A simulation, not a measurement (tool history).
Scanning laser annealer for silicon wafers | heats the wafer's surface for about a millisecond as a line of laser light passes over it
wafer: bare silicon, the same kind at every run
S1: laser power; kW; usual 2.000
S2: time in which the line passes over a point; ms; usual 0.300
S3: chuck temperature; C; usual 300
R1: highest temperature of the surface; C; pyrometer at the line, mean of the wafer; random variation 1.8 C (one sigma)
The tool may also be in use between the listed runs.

{"run": 1, "hour": 0.0, "S1": 2.0, "S2": 0.3, "S3": 300, "R1": 996}
{"run": 2, "hour": 36.7, "S1": 2.0, "S2": 0.3, "S3": 300, "R1": 993}
{"hour": 66.2, "done": "window over the wafer cleaned"}
{"run": 3, "hour": 74.2, "S1": 2.0, "S2": 0.3, "S3": 300, "R1": 1036}
{"run": 4, "hour": 94.6, "S1": 2.0, "S2": 0.346, "S3": 300, "R1": 1093}
{"run": 5, "hour": 128.6, "S1": 2.0, "S2": 0.346, "S3": 300, "R1": 1096}
{"run": 6, "hour": 168.7, "S1": 2.0, "S2": 0.3, "S3": 334, "R1": 1074}
{"run": 7, "hour": 212.6, "S1": 2.0, "S2": 0.3, "S3": 300, "R1": 1031}
{"run": 8, "hour": 241.5, "S1": 2.0, "S2": 0.3, "S3": 300, "R1": 1032}
{"run": 9, "hour": 284.6, "S1": 2.0, "S2": 0.3, "S3": 300, "R1": 1028}
{"run": 10, "hour": 324.0, "S1": 2.0, "S2": 0.3, "S3": 300, "R1": 1031}
{"run": 11, "hour": 363.5, "S1": 2.0, "S2": 0.268, "S3": 300, "R1": 988}
{"run": 12, "hour": 401.1, "S1": 2.0, "S2": 0.3, "S3": 300, "R1": 1027}
{"run": 13, "hour": 431.9, "S1": 2.0, "S2": 0.278, "S3": 300, "R1": 998}
{"run": 14, "hour": 464.6, "S1": 2.0, "S2": 0.3, "S3": 300, "R1": 1024}
{"run": 15, "hour": 483.8, "S1": 2.0, "S2": 0.3, "S3": 300, "R1": 1023}
{"hour": 506.7, "done": "optics aligned, line set to its width"}
{"run": 16, "hour": 527.0, "S1": 2.0, "S2": 0.3, "S3": 301, "R1": 1025}
{"run": 17, "hour": 560.7, "S1": 2.0, "S2": 0.3, "S3": 301, "R1": 1028}
{"run": 18, "hour": 580.4, "S1": 2.0, "S2": 0.328, "S3": 301, "R1": 1063}
{"run": 19, "hour": 614.2, "S1": 2.0, "S2": 0.255, "S3": 301, "R1": 965}
{"run": 20, "hour": 637.5, "S1": 2.083, "S2": 0.3, "S3": 300, "R1": 1057}
{"run": 21, "hour": 676.1, "S1": 2.0, "S2": 0.3, "S3": 300, "R1": 1022}
{"run": 22, "hour": 712.4, "S1": 2.139, "S2": 0.3, "S3": 306, "R1": 1087}
{"run": 23, "hour": 732.5, "S1": 1.727, "S2": 0.372, "S3": 306, "R1": 989}
{"run": 24, "hour": 773.5, "S1": 1.727, "S2": 0.372, "S3": 306, "R1": 984}
{"run": 25, "hour": 815.3, "S1": 1.723, "S2": 0.372, "S3": 332, "R1": 1006}
{"run": 26, "hour": 837.1, "S1": 1.897, "S2": 0.372, "S3": 332, "R1": 1084}
{"run": 27, "hour": 878.9, "S1": 1.897, "S2": 0.372, "S3": 332, "R1": 1086}
{"hour": 884.1, "done": "laser's power meter calibrated"}
{"run": 28, "hour": 902.3, "S1": 2.093, "S2": 0.367, "S3": 278, "R1": 1109}
{"run": 29, "hour": 921.7, "S1": 1.919, "S2": 0.367, "S3": 302, "R1": 1057}
{"run": 30, "hour": 946.3, "S1": 1.919, "S2": 0.367, "S3": 302, "R1": 1055}
{"run": 31, "hour": 983.3, "S1": 2.0, "S2": 0.262, "S3": 274, "R1": 930}
{"run": 32, "hour": 1021.0, "S1": 2.0, "S2": 0.317, "S3": 277, "R1": 1005}
{"hour": 1046.2, "done": "laser's power meter calibrated, once more"}
{"run": 33, "hour": 1051.6, "S1": 1.893, "S2": 0.377, "S3": 300, "R1": 1053}
{"run": 34, "hour": 1081.1, "S1": 2.047, "S2": 0.321, "S3": 260, "R1": 1018}
{"run": 35, "hour": 1120.9, "S1": 1.754, "S2": 0.3, "S3": 300, "R1": 906}
{"run": 36, "hour": 1148.0, "S1": 1.864, "S2": 0.3, "S3": 293, "R1": 946}
{"run": 37, "hour": 1173.0, "S1": 2.092, "S2": 0.3, "S3": 300, "R1": 1044}
{"run": 38, "hour": 1199.4, "S1": 2.092, "S2": 0.3, "S3": 300, "R1": 1038}
{"run": 39, "hour": 1219.6, "S1": 2.092, "S2": 0.3, "S3": 300, "R1": 1041}
{"run": 40, "hour": 1258.2, "S1": 1.772, "S2": 0.3, "S3": 327, "R1": 938}
{"run": 41, "hour": 1291.3, "S1": 2.0, "S2": 0.27, "S3": 303, "R1": 969}

3 ways to go on from here, each from the tool as it stands after run 41. What would each give?
{"hour": 1306.1, "done": "window over the wafer cleaned"}
{"run": "A", "hour": 1317.6, "S1": 2.088, "S2": 0.27, "S3": 303, "R1": "?"}
{"hour": 1306.1, "done": "window over the wafer cleaned"}
{"run": "B", "hour": 1317.6, "S1": 2.0, "S2": 0.274, "S3": 300, "R1": "?"}
{"hour": 1306.1, "done": "window over the wafer cleaned"}
{"run": "C", "hour": 1317.6, "S1": 2.049, "S2": 0.287, "S3": 300, "R1": "?"}

run=A R1=1043
run=B R1=1010
run=C R1=1049
Without the tool's hidden state the same runs would have given:
run=A R1=1045
run=B R1=1012
run=C R1=1051
